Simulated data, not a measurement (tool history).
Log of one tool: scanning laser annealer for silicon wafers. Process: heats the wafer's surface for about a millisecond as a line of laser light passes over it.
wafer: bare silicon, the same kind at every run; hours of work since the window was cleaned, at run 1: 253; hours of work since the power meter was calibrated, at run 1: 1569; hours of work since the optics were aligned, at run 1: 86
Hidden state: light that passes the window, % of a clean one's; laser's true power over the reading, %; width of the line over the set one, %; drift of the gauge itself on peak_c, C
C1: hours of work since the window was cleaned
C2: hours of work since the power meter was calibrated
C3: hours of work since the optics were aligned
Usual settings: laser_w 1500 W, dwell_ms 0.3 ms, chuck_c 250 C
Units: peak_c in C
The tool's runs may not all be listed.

Run 1, hour 0: usual settings; C1 253; C2 1569; C3 86. Result: peak_c 1008 C.
Run 2, hour 31.3: usual settings but dwell_ms 0.224 ms; C1 271; C2 1587; C3 104. Result: peak_c 901 C.
Run 3, hour 86.6: usual settings but dwell_ms 0.224 ms; C1 303; C2 1618; C3 136. Result: peak_c 900 C.
Run 4, hour 125.6: usual settings; C1 325; C2 1641; C3 158. Result: peak_c 1007 C.
Run 5, hour 168.7: usual settings but laser_w 1510 W; C1 349; C2 1665; C3 183. Result: peak_c 1011 C.
Run 6, hour 199.4: usual settings but laser_w 1510 W; C1 367; C2 1683; C3 200. Result: peak_c 1011 C.
Run 7, hour 257.2: usual settings but dwell_ms 0.347 ms; C1 400; C2 1715; C3 233. Result: peak_c 1066 C.
Run 8, hour 290.6: usual settings but dwell_ms 0.347 ms; C1 419; C2 1734; C3 252. Result: peak_c 1063 C.
At hour 299.8: window over the wafer cleaned.
Run 9, hour 330.9: usual settings but dwell_ms 0.31 ms; C1 18; C2 1756; C3 274. Result: peak_c 1022 C.
Run 10, hour 365.4: usual settings but dwell_ms 0.247 ms; C1 37; C2 1776; C3 293. Result: peak_c 939 C.
Run 11, hour 422.2: usual settings but dwell_ms 0.26 ms; C1 70; C2 1808; C3 326. Result: peak_c 955 C.
Run 12, hour 477.9: usual settings but dwell_ms 0.26 ms; C1 101; C2 1840; C3 357. Result: peak_c 954 C.
Run 13, hour 531.3: usual settings but dwell_ms 0.35 ms; C1 132; C2 1870; C3 388. Result: peak_c 1070 C.
Run 14, hour 576.1: usual settings; C1 157; C2 1896; C3 413. Result: peak_c 1009 C.
Run 15, hour 646: usual settings but chuck_c 215 C; C1 197; C2 1936; C3 453. Result: peak_c 974 C.
Run 16, hour 707.6: usual settings but chuck_c 215 C; C1 232; C2 1971; C3 488. Result: peak_c 971 C.
Run 17, hour 750.8: usual settings but dwell_ms 0.274 ms, chuck_c 215 C; C1 257; C2 1995; C3 513. Result: peak_c 937 C.
Run 18, hour 795.3: usual settings but dwell_ms 0.274 ms, chuck_c 215 C; C1 282; C2 2021; C3 538. Result: peak_c 937 C.
Run 19, hour 864.3: usual settings; C1 321; C2 2060; C3 577. Result: peak_c 1006 C.
Run 20, hour 932.1: usual settings but chuck_c 219 C; C1 360; C2 2099; C3 616. Result: peak_c 976 C.
Run 21, hour 977.2: usual settings but chuck_c 219 C; C1 386; C2 2124; C3 642. Result: peak_c 975 C.
Run 22, hour 1038.4: usual settings but laser_w 1419 W, chuck_c 219 C; C1 421; C2 2159; C3 677. Result: peak_c 941 C.

Forecast run 23:
At hour 1044.5: window over the wafer cleaned.
Run 23, hour 1091.1: usual settings but chuck_c 253 C; C1 26; C2 2188; C3 705. Result: peak_c ?.

peak_c: 1010 C
Without the tool's hidden state the same run would have given peak_c 1010 C.
